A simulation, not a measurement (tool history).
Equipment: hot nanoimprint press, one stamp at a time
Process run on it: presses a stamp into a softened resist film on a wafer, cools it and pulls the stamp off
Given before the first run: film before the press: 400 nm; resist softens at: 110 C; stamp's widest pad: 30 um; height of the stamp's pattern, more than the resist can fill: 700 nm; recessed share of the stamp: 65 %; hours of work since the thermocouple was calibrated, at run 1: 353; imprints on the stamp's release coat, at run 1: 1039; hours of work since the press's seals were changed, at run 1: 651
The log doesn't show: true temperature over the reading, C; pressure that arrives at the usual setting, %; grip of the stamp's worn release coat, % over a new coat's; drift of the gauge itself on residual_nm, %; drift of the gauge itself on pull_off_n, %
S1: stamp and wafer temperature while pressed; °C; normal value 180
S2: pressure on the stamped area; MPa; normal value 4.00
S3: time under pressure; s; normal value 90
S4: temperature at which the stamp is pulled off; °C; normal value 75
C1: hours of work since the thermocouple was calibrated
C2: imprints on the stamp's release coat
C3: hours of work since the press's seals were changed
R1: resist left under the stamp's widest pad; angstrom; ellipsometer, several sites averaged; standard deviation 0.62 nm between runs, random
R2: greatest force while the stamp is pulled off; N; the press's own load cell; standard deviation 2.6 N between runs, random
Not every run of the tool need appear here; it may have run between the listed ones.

| run | hour | S1 | S2 | S3 | S4 | C1 | C2 | C3 | R1 | R2 |
|---|---|---|---|---|---|---|---|---|---|---|
| 1 | 0.0 | 180 | 4.00 | 90 | 75 | 353 | 1039 | 651 | 1502 | 142 |
| 2 | 41.7 | 180 | 4.00 | 90 | 74 | 373 | 1102 | 671 | 1510 | 153 |
| 3 | 75.2 | 180 | 4.00 | 90 | 75 | 389 | 1152 | 687 | 1510 | 148 |
| 4 | 132.2 | 180 | 4.00 | 90 | 75 | 416 | 1237 | 714 | 1506 | 147 |
| 5 | 157.2 | 180 | 4.00 | 90 | 75 | 428 | 1274 | 726 | 1496 | 145 |
|  | 163.2 | plate thermocouple calibrated |
|  | 184.6 | press's hydraulic seals changed and the load cell set to zero |
| 6 | 213.0 | 180 | 4.00 | 90 | 75 | 20 | 1341 | 13 | 1404 | 152 |
| 7 | 242.4 | 180 | 4.00 | 90 | 75 | 34 | 1385 | 27 | 1400 | 146 |
| 8 | 294.1 | 180 | 4.00 | 90 | 75 | 58 | 1462 | 52 | 1398 | 148 |
| 9 | 342.7 | 180 | 3.27 | 90 | 75 | 81 | 1535 | 75 | 1552 | 150 |
| 10 | 382.4 | 180 | 3.01 | 107 | 75 | 100 | 1594 | 93 | 1532 | 153 |

What will run 11 give?
| 11 | 433.1 | 180 | 2.69 | 90 | 75 | 124 | 1670 | 117 | ? | ? |

R1: 1734 angstrom
R2: 150 N
On a tool with no hidden condition, and with the same random variation, this run would have come out at R1 1919 angstrom, R2 120 N.
